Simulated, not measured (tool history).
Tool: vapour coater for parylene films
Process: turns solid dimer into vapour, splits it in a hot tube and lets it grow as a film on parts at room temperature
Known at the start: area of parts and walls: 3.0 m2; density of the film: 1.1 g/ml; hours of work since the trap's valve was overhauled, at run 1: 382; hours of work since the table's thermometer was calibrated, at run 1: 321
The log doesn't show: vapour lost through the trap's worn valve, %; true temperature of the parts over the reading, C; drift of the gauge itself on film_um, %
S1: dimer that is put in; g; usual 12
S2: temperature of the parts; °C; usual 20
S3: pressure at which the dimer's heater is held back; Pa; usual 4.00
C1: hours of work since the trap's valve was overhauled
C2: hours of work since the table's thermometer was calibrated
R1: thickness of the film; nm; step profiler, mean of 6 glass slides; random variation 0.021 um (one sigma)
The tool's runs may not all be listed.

run   hour  S1  S2     S3   C1   C2    R1
  1    0.0  12  20   4.00  382  321  2270
  2   17.2  12  20   4.00  392  330  2270
  3   34.2  12  20   4.00  401  340  2280
  4   46.7  12  20   4.00  408  347  2290
  5   59.0  12  20   4.00  415  353  2260
  6   74.3  12  20   4.00  423  362  2310
  7   81.7  12  20   4.00  427  366  2260
  8   91.8  12  20   4.00  433  372  2300
  9  107.8  18  20   4.00  442  381  3430
 10  116.7  18  20   4.00  447  385  3430
 11  131.2  18  20   4.00  455  394  3430
 12  141.4  18  20   4.00  460  399  3440
 13  156.1  12  20   3.01  469  407  2470
 14  168.1  12  20   3.01  475  414  2430
 15  177.3  16  12   4.00  480  419  3610
 16  190.7  16  12   4.00  488  426  3550
 17  202.0   7  25  10.49  494  433   940
 18  215.0   9  12   3.65  501  440  2070
 19  224.7   9  12   3.65  507  445  2050
 20  233.7   9  12   3.65  512  450  2040
 21  244.0  12  14   4.00  517  456  2600
 22  254.9  12  14   4.00  523  462  2580
 23  263.1   5  13   5.04  528  467  1060
 24  280.5   5  13   5.04  538  476  1040
 25  295.0  12  20  10.93  546  484  1840
 26  302.2   5  15   4.00  550  488  1060
 27  315.5   7  27  10.57  557  496   900
 28  328.9  21  12  10.57  564  503  3760

5 ways to go on from here, each from the tool as it stands after run 28. What would each give?
  A  346.1  12  20   2.29  574  513   ?
  B  346.1  12  24   4.00  574  513   ?
  C  346.1  17  13  10.57  574  513   ?
  D  346.1   6  28   8.05  574  513   ?
  E  346.1   7  13   2.17  574  513   ?

run    R1
  A  2550
  B  2130
  C  2970
  D   840
  E  1750
Without the tool's hidden state the same runs would have given:
run    R1
  A  2570
  B  2140
  C  2990
  D   840
  E  1760
